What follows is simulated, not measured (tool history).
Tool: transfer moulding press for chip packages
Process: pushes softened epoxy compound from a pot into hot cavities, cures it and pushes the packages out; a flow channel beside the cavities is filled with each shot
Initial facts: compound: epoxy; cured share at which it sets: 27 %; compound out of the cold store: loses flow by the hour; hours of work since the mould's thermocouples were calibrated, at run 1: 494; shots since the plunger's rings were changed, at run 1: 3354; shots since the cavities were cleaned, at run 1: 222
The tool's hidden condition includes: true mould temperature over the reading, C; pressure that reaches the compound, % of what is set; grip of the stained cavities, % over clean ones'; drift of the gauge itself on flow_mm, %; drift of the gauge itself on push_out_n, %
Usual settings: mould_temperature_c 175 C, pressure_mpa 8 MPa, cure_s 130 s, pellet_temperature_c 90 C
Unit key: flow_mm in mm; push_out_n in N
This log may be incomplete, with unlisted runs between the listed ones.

| run | hour | mould_temperature_c | pressure_mpa | cure_s | pellet_temperature_c | hours of work since the mould's thermocouples were calibrated | shots since the plunger's rings were changed | shots since the cavities were cleaned | incoming compound's hours out of the cold store | flow_mm | push_out_n |
|---|---|---|---|---|---|---|---|---|---|---|---|
| 1 | 0 | 175 | 8 | 130 | 90 | 494 | 3354 | 222 | 39.9 | 608 | 381 |
|  | 31.4 | cavities cleaned with cleaning compound and waxed |
|  | 65.9 | plunger's sealing rings changed |
| 2 | 74.3 | 175 | 8 | 130 | 90 | 540 | 75 | 360 | 41.8 | 650 | 420 |
|  | 94.4 | cavities cleaned with cleaning compound and waxed |
| 3 | 124 | 175 | 8 | 130 | 81 | 572 | 504 | 264 | 17.8 | 714 | 384 |
|  | 154.1 | cavities cleaned with cleaning compound and waxed |
| 4 | 174.9 | 175 | 8 | 130 | 81 | 604 | 944 | 185 | 35.3 | 660 | 374 |
|  | 213 | cavities cleaned with cleaning compound and waxed |
| 5 | 222.1 | 175 | 8 | 130 | 81 | 634 | 1352 | 82 | 45 | 620 | 343 |
|  | 268.5 | cavities cleaned with cleaning compound and waxed |
| 6 | 292.2 | 175 | 8 | 131 | 81 | 679 | 1963 | 212 | 33.4 | 656 | 359 |
|  | 323.4 | cavities cleaned with cleaning compound and waxed |
| 7 | 338.6 | 181 | 8 | 130 | 90 | 708 | 2363 | 136 | 39.5 | 624 | 320 |
|  | 380.8 | cavities cleaned with cleaning compound and waxed |
| 8 | 401.4 | 181 | 8 | 130 | 90 | 748 | 2909 | 184 | 15.5 | 668 | 336 |
|  | 436.2 | cavities cleaned with cleaning compound and waxed |
| 9 | 485.1 | 181 | 8 | 130 | 90 | 802 | 3641 | 436 | 13.9 | 667 | 398 |
|  | 491.9 | mould's thermocouples calibrated |
|  | 493.4 | cavities cleaned with cleaning compound and waxed |
|  | 520.9 | plunger's sealing rings changed |
|  | 553.3 | cavities cleaned with cleaning compound and waxed |
| 10 | 553.3 | 181 | 8 | 130 | 90 | 37 | 276 | 0 | 40.2 | 637 | 274 |
| 11 | 604.1 | 181 | 8 | 130 | 90 | 70 | 728 | 452 | 31.5 | 645 | 388 |
|  | 613.7 | cavities cleaned with cleaning compound and waxed |
|  | 649.8 | mould's thermocouples calibrated, once more |
|  | 669.8 | cavities cleaned with cleaning compound and waxed |
| 12 | 679 | 175 | 8 | 130 | 90 | 18 | 1351 | 82 | 21.4 | 679 | 351 |
|  | 729.9 | cavities cleaned with cleaning compound and waxed |
| 13 | 747.9 | 175 | 8 | 130 | 90 | 62 | 1951 | 160 | 38 | 635 | 384 |
|  | 785.9 | cavities cleaned with cleaning compound and waxed |
| 14 | 813.6 | 175 | 8 | 130 | 90 | 104 | 2523 | 247 | 32 | 649 | 409 |
|  | 845.1 | cavities cleaned with cleaning compound and waxed |
| 15 | 853.2 | 176 | 6.4 | 122 | 80 | 129 | 2862 | 72 | 19.1 | 602 | 361 |
|  | 900.3 | cavities cleaned with cleaning compound and waxed |
| 16 | 900.5 | 182 | 7.68 | 122 | 90 | 159 | 3270 | 1 | 11.7 | 658 | 271 |
|  | 956.1 | cavities cleaned with cleaning compound and waxed |
|  | 975.2 | plunger's sealing rings changed |
| 17 | 992 | 175 | 6.7 | 150 | 89 | 216 | 149 | 298 | 29.6 | 618 | 381 |
|  | 1013.5 | cavities cleaned with cleaning compound and waxed |
| 18 | 1058.8 | 175 | 6.7 | 136 | 86 | 259 | 731 | 404 | 37.4 | 598 | 416 |
|  | 1067.4 | cavities cleaned with cleaning compound and waxed |
| 19 | 1110.4 | 175 | 6.7 | 136 | 86 | 292 | 1177 | 383 | 39.2 | 585 | 393 |
|  | 1124.8 | cavities cleaned with cleaning compound and waxed |
|  | 1181.3 | cavities cleaned with cleaning compound and waxed |
| 20 | 1181.3 | 168 | 7.18 | 121 | 86 | 336 | 1782 | 0 | 12.7 | 690 | 488 |
| 21 | 1221.4 | 168 | 7.18 | 121 | 86 | 362 | 2139 | 357 | 24.1 | 640 | 661 |
|  | 1240.5 | cavities cleaned with cleaning compound and waxed |
|  | 1295.5 | cavities cleaned with cleaning compound and waxed |
| 22 | 1313.6 | 168 | 7.43 | 121 | 86 | 420 | 2934 | 161 | 21.8 | 661 | 592 |
|  | 1349.4 | cavities cleaned with cleaning compound and waxed |
| 23 | 1376.8 | 179 | 7.52 | 121 | 86 | 461 | 3483 | 244 | 17.6 | 630 | 388 |
|  | 1404.3 | cavities cleaned with cleaning compound and waxed |
|  | 1429 | plunger's sealing rings changed |
|  | 1460.7 | cavities cleaned with cleaning compound and waxed |
| 24 | 1462.4 | 179 | 9.84 | 124 | 95 | 513 | 284 | 15 | 40.7 | 711 | 287 |
|  | 1516.8 | cavities cleaned with cleaning compound and waxed |
| 25 | 1552.3 | 179 | 6.96 | 124 | 81 | 571 | 1072 | 317 | 10 | 669 | 380 |

Predict each of these 5 candidate next runs independently; none follows another, all start after run 25:
|  | 1571.8 | cavities cleaned with cleaning compound and waxed |
| A | 1608.5 | 175 | 8 | 149 | 89 | 607 | 1559 | 327 | 40.4 | ? | ? |
|  | 1571.8 | cavities cleaned with cleaning compound and waxed |
| B | 1608.5 | 175 | 6.47 | 130 | 90 | 607 | 1559 | 327 | 27.6 | ? | ? |
|  | 1571.8 | cavities cleaned with cleaning compound and waxed |
| C | 1608.5 | 168 | 6.62 | 130 | 90 | 607 | 1559 | 327 | 12.4 | ? | ? |
|  | 1571.8 | cavities cleaned with cleaning compound and waxed |
| D | 1608.5 | 175 | 7.09 | 124 | 99 | 607 | 1559 | 327 | 9.9 | ? | ? |
|  | 1571.8 | cavities cleaned with cleaning compound and waxed |
| E | 1608.5 | 179 | 6.96 | 124 | 81 | 607 | 1559 | 327 | 39.3 | ? | ? |

| run | flow_mm | push_out_n |
|---|---|---|
| A | 629 | 377 |
| B | 603 | 398 |
| C | 660 | 541 |
| D | 671 | 442 |
| E | 576 | 403 |
The same runs, with their run-to-run variation unchanged, on a tool lacking any hidden condition would have given:
| run | flow_mm | push_out_n |
|---|---|---|
| A | 654 | 280 |
| B | 627 | 302 |
| C | 687 | 443 |
| D | 697 | 342 |
| E | 598 | 301 |
